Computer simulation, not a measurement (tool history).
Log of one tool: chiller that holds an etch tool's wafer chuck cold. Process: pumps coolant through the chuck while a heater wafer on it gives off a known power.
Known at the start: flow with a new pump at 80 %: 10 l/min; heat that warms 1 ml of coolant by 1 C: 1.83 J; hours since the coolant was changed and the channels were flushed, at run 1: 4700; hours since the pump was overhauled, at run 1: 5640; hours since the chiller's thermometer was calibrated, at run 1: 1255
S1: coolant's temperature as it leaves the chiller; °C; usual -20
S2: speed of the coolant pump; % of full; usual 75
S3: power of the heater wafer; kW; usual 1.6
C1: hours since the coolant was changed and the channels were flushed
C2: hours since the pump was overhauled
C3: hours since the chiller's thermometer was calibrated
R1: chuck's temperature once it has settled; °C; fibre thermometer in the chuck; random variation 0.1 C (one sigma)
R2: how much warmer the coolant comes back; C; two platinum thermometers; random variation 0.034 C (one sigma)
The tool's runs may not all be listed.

Run 1, day 0: usual settings; C1 4700; C2 5640; C3 1255. Result: R1 -1.5 °C, R2 6.35 C.
Run 2, day 4.667: usual settings; C1 4812; C2 5752; C3 1367. Result: R1 -1.3 °C, R2 6.31 C.
Run 3, day 9.446: usual settings but S2 60 % of full; C1 4927; C2 5867; C3 1482. Result: R1 2.2 °C, R2 8 C.
Run 4, day 13.633: usual settings but S1 -22 °C, S2 60 % of full; C1 5027; C2 5968; C3 1582. Result: R1 0.1 °C, R2 7.9 C.
Run 5, day 19.208: usual settings but S1 -22 °C, S2 60 % of full; C1 5161; C2 6101; C3 1716. Result: R1 0.3 °C, R2 8.01 C.
At day 20.742: coolant pump overhauled.
Run 6, day 24.25: usual settings; C1 5277; C2 84; C3 1832. Result: R1 -2.8 °C, R2 5.59 C.
Run 7, day 29.7: usual settings; C1 5408; C2 215; C3 1963. Result: R1 -2.6 °C, R2 5.65 C.
Run 8, day 33.879: usual settings; C1 5508; C2 315; C3 2063. Result: R1 -2.6 °C, R2 5.62 C.
Run 9, day 36.258: usual settings; C1 5565; C2 372; C3 2120. Result: R1 -2.5 °C, R2 5.62 C.
Run 10, day 41.692: usual settings; C1 5695; C2 503; C3 2251. Result: R1 -2.7 °C, R2 5.65 C.
Run 11, day 45.462: usual settings but S2 63 % of full; C1 5786; C2 593; C3 2341. Result: R1 0 °C, R2 6.7 C.
Run 12, day 47.829: usual settings but S2 63 % of full; C1 5843; C2 650; C3 2398. Result: R1 -0.2 °C, R2 6.71 C.
Run 13, day 53.238: usual settings; C1 5973; C2 780; C3 2528. Result: R1 -2.4 °C, R2 5.68 C.
At day 53.517: chiller's thermometer calibrated.
Run 14, day 57.162: usual settings; C1 6066; C2 873; C3 87. Result: R1 -2.1 °C, R2 5.75 C.
Run 15, day 61.617: usual settings but S1 -13 °C, S3 2.172 kW; C1 6173; C2 980; C3 194. Result: R1 11.6 °C, R2 7.77 C.
Run 16, day 65.829: usual settings but S1 -13 °C, S3 2.172 kW; C1 6274; C2 1081; C3 295. Result: R1 11.5 °C, R2 7.78 C.
Run 17, day 69.288: usual settings but S1 -13 °C, S3 2.172 kW; C1 6357; C2 1164; C3 378. Result: R1 11.8 °C, R2 7.77 C.
Run 18, day 73.629: usual settings but S1 -12 °C, S3 1.472 kW; C1 6461; C2 1268; C3 483. Result: R1 4.8 °C, R2 5.25 C.
Run 19, day 78.35: usual settings but S1 -30 °C, S2 100 % of full, S3 1.821 kW; C1 6574; C2 1382; C3 596. Result: R1 -13.2 °C, R2 4.94 C.
Run 20, day 81.383: usual settings but S1 -28 °C, S2 63 % of full, S3 1.209 kW; C1 6647; C2 1454; C3 669. Result: R1 -12.4 °C, R2 5.21 C.
Run 21, day 83.9: usual settings but S1 -28 °C, S2 63 % of full, S3 1.209 kW; C1 6708; C2 1515; C3 729. Result: R1 -12.2 °C, R2 5.17 C.
Run 22, day 87.171: usual settings but S1 -21 °C, S2 74 % of full, S3 1.371 kW; C1 6786; C2 1593; C3 808. Result: R1 -5.1 °C, R2 5 C.
Run 23, day 90.846: usual settings but S1 -21 °C, S2 74 % of full, S3 1.371 kW; C1 6874; C2 1682; C3 896. Result: R1 -5.1 °C, R2 5.03 C.
Run 24, day 93.954: usual settings but S1 -24 °C, S2 62 % of full, S3 1.921 kW; C1 6949; C2 1756; C3 970. Result: R1 1.6 °C, R2 8.38 C.
Run 25, day 98.342: usual settings but S1 -24 °C, S2 91 % of full, S3 1.745 kW; C1 7054; C2 1861; C3 1076. Result: R1 -6.2 °C, R2 5.3 C.
At day 102.021: coolant changed, channels flushed.
Run 26, day 102.038: usual settings but S2 86 % of full, S3 1.204 kW; C1 0; C2 1944; C3 1159. Result: R1 -9.4 °C, R2 3.88 C.
Run 27, day 104.8: usual settings but S2 86 % of full, S3 1.204 kW; C1 67; C2 2010; C3 1225. Result: R1 -9.5 °C, R2 3.85 C.
Run 28, day 107.783: usual settings but S1 -23 °C, S3 2.092 kW; C1 138; C2 2082; C3 1296. Result: R1 -2.4 °C, R2 7.64 C.

Hidden state or all else? Some run-to-run changes of R1, split into what the settings, what came in and random variation would give without the hidden state, and what is left for the hidden state (with any gauge scatter that isn't in both results):
The hidden state here: heat passed by the chuck's channels, % of clean ones'; flow at a given pump speed, % of a new pump's; coolant's true temperature over the reading, C; drift of the gauge itself on chuck_c, C; drift of the gauge itself on warmer_back_c, C.
Run 5 -> 6: S1 -22 -> -20, S2 60 -> 75, coolant pump overhauled. R1 -3.1 °C: hidden state -2.4, all else -0.7.
Run 14 -> 15: S1 -20 -> -13, S3 1.6 -> 2.172. R1 +13.7 °C: hidden state +1.1, all else +12.6.
Run 18 -> 19: S1 -12 -> -30, S2 75 -> 100, S3 1.472 -> 1.821. R1 -18 °C: hidden state +0, all else -18.
Run 25 -> 26: S1 -24 -> -20, S2 91 -> 86, S3 1.745 -> 1.204, coolant changed, channels flushed. R1 -3.2 °C: hidden state -3, all else -0.2.
